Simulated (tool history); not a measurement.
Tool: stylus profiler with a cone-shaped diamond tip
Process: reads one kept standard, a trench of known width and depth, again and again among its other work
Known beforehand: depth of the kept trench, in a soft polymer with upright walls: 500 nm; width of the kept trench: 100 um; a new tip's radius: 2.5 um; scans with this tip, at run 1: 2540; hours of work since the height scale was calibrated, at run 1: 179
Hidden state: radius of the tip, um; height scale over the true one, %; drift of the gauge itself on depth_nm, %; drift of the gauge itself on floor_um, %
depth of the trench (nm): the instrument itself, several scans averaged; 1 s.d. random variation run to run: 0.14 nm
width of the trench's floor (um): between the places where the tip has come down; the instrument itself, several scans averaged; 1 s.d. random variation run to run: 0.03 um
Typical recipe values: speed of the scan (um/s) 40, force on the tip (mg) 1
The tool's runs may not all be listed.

run	hour	speed of the scan (um/s)	force on the tip (mg)	scans with this tip	hours of work since the height scale was calibrated	depth of the trench (nm)	width of the trench's floor (um)
1	0	40	1	2540	179	502.45	96.69
2	70.4	20	1	3108	219	502.47	96.84
3	174.2	20	1	3945	279	502.79	96.9
4	259.3	20	1	4632	327	502.55	96.86
5	379.2	40	1	5599	395	502.6	96.74
6	450.9	40	1	6178	436	502.75	96.7
7	574.9	40	1	7178	507	502.45	96.65
8	639.6	40	1	7700	544	502.3	96.7
9	709.3	40	1	8262	583	502.48	96.72
10	797	40	1	8970	633	502.44	96.7
11	904.6	40	0.73	9838	695	502.12	96.65
12	979	40	0.73	10438	737	502.13	96.66
13	1089.9	40	0.73	11333	800	502.21	96.65
14	1176.1	40	0.73	12028	849	502.05	96.69
15	1261.8	121	1	12720	898	502.56	96.16
16	1326.1	121	1	13238	935	502.59	96.15
17	1387.4	121	1	13733	970	502.58	96.1
18	1460.2	124	2.27	14320	1011	504.76	96.38
19	1559.3	24	1.64	15120	1067	503.43	96.86
20	1654.4	24	1.64	15887	1122	503.63	96.88
21	1730.4	62	0.48	16500	1165	501.56	96.32
22	1801.6	12	0.51	17075	1205	501.79	96.83
23	1889.7	12	0.51	17785	1256	501.7	96.88
24	1947.8	12	0.51	18254	1289	501.66	96.82
25	2063.2	23	1.11	19185	1354	502.96	96.84
26	2137.7	23	1.11	19786	1397	502.77	96.84
27	2198.2	98	0.38	20274	1431	501.19	95.9
28	2257.9	40	1.41	20756	1465	503.47	96.73
29	2376.6	51	1.41	21713	1533	503.2	96.69
30	2488.6	40	0.83	22617	1597	502.14	96.69
31	2540.3	13	0.78	23034	1626	502.14	96.88

Alternative continuations, all from the tool just after run 31; predict every row:
A	2645.4	120	1.17	23881	1686	?	?
B	2645.4	101	2.4	23881	1686	?	?
C	2645.4	74	2.06	23881	1686	?	?

run	depth of the trench (nm)	width of the trench's floor (um)
A	502.85	96.21
B	504.72	96.51
C	504.5	96.58
Without the tool's unlogged condition, the same runs would have read:
run	depth of the trench (nm)	width of the trench's floor (um)
A	502.82	96.23
B	504.68	96.53
C	504.46	96.6
